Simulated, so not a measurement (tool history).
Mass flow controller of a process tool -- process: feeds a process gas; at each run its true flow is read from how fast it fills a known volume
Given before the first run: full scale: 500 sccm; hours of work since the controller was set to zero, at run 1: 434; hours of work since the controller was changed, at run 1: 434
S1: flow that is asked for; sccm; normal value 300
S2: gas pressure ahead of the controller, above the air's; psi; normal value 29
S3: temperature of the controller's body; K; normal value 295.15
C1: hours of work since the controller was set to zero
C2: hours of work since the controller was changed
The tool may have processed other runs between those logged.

{"run": 1, "hour": 0.0, "S1": 300, "S2": 29, "S3": 295.15, "C1": 434, "C2": 434, "true flow (%)": 100.27}
{"run": 2, "hour": 40.8, "S1": 300, "S2": 29, "S3": 295.15, "C1": 465, "C2": 465, "true flow (%)": 100.12}
{"run": 3, "hour": 77.9, "S1": 300, "S2": 29, "S3": 295.15, "C1": 493, "C2": 493, "true flow (%)": 100.21}
{"run": 4, "hour": 142.1, "S1": 300, "S2": 29, "S3": 295.15, "C1": 542, "C2": 542, "true flow (%)": 100.21}
{"run": 5, "hour": 194.9, "S1": 80, "S2": 29, "S3": 295.15, "C1": 583, "C2": 583, "true flow (%)": 100.18}
{"run": 6, "hour": 232.3, "S1": 80, "S2": 29, "S3": 295.15, "C1": 611, "C2": 611, "true flow (%)": 100.21}
{"run": 7, "hour": 297.6, "S1": 199, "S2": 29, "S3": 295.15, "C1": 661, "C2": 661, "true flow (%)": 100.23}
{"run": 8, "hour": 339.6, "S1": 199, "S2": 29, "S3": 295.15, "C1": 693, "C2": 693, "true flow (%)": 100.19}
{"run": 9, "hour": 415.2, "S1": 313, "S2": 29, "S3": 295.15, "C1": 751, "C2": 751, "true flow (%)": 100.36}
{"run": 10, "hour": 448.6, "S1": 313, "S2": 29, "S3": 295.15, "C1": 777, "C2": 777, "true flow (%)": 100.43}
{"run": 11, "hour": 497.3, "S1": 313, "S2": 29, "S3": 295.15, "C1": 814, "C2": 814, "true flow (%)": 100.46}
{"run": 12, "hour": 554.5, "S1": 300, "S2": 29, "S3": 295.15, "C1": 858, "C2": 858, "true flow (%)": 100.34}
{"run": 13, "hour": 619.0, "S1": 55, "S2": 29, "S3": 295.15, "C1": 907, "C2": 907, "true flow (%)": 100.89}
{"run": 14, "hour": 671.7, "S1": 300, "S2": 29, "S3": 295.15, "C1": 947, "C2": 947, "true flow (%)": 100.44}
{"run": 15, "hour": 728.4, "S1": 300, "S2": 29, "S3": 295.15, "C1": 991, "C2": 991, "true flow (%)": 100.41}
{"run": 16, "hour": 792.3, "S1": 300, "S2": 29, "S3": 295.15, "C1": 1040, "C2": 1040, "true flow (%)": 100.51}
{"run": 17, "hour": 826.3, "S1": 300, "S2": 29, "S3": 295.15, "C1": 1066, "C2": 1066, "true flow (%)": 100.52}
{"run": 18, "hour": 871.0, "S1": 145, "S2": 29, "S3": 295.15, "C1": 1100, "C2": 1100, "true flow (%)": 100.41}
{"run": 19, "hour": 936.4, "S1": 145, "S2": 29, "S3": 295.15, "C1": 1150, "C2": 1150, "true flow (%)": 100.49}
{"run": 20, "hour": 977.1, "S1": 181, "S2": 29, "S3": 295.15, "C1": 1181, "C2": 1181, "true flow (%)": 100.32}
{"run": 21, "hour": 1017.8, "S1": 181, "S2": 29, "S3": 295.15, "C1": 1212, "C2": 1212, "true flow (%)": 100.46}
{"run": 22, "hour": 1075.4, "S1": 181, "S2": 29, "S3": 295.15, "C1": 1256, "C2": 1256, "true flow (%)": 100.68}
{"run": 23, "hour": 1105.9, "S1": 181, "S2": 29, "S3": 295.15, "C1": 1280, "C2": 1280, "true flow (%)": 100.55}
{"run": 24, "hour": 1174.2, "S1": 259, "S2": 22.8, "S3": 295.15, "C1": 1332, "C2": 1332, "true flow (%)": 100.98}
{"run": 25, "hour": 1238.4, "S1": 396, "S2": 35.7, "S3": 302.15, "C1": 1381, "C2": 1381, "true flow (%)": 99.86}
{"run": 26, "hour": 1292.7, "S1": 396, "S2": 38.6, "S3": 310.15, "C1": 1423, "C2": 1423, "true flow (%)": 98.92}
{"run": 27, "hour": 1356.5, "S1": 300, "S2": 31.3, "S3": 296.15, "C1": 1471, "C2": 1471, "true flow (%)": 100.42}
{"run": 28, "hour": 1432.2, "S1": 300, "S2": 31.3, "S3": 296.15, "C1": 1529, "C2": 1529, "true flow (%)": 100.66}
{"run": 29, "hour": 1477.1, "S1": 300, "S2": 31.3, "S3": 296.15, "C1": 1564, "C2": 1564, "true flow (%)": 100.65}
{"run": 30, "hour": 1508.3, "S1": 215, "S2": 31.3, "S3": 305.15, "C1": 1588, "C2": 1588, "true flow (%)": 99.75}
{"run": 31, "hour": 1555.5, "S1": 215, "S2": 31.3, "S3": 305.15, "C1": 1624, "C2": 1624, "true flow (%)": 99.58}
{"run": 32, "hour": 1604.5, "S1": 215, "S2": 31.3, "S3": 305.15, "C1": 1661, "C2": 1661, "true flow (%)": 99.75}
{"run": 33, "hour": 1636.8, "S1": 215, "S2": 31.3, "S3": 305.15, "C1": 1686, "C2": 1686, "true flow (%)": 99.86}
{"run": 34, "hour": 1695.2, "S1": 66, "S2": 32.8, "S3": 307.15, "C1": 1730, "C2": 1730, "true flow (%)": 100.55}
{"run": 35, "hour": 1745.5, "S1": 221, "S2": 22, "S3": 296.15, "C1": 1769, "C2": 1769, "true flow (%)": 101.09}

Run 36, settings as shown, results not yet in. Your forecast:
{"run": 36, "hour": 1794.4, "S1": 300, "S2": 32.9, "S3": 294.15, "C1": 1806, "C2": 1806, "true flow (%)": "?"}

For run 36 the tool returned true flow (%) 100.84.
The same run, on a tool lacking any hidden state, would have yielded true flow (%) 99.65.
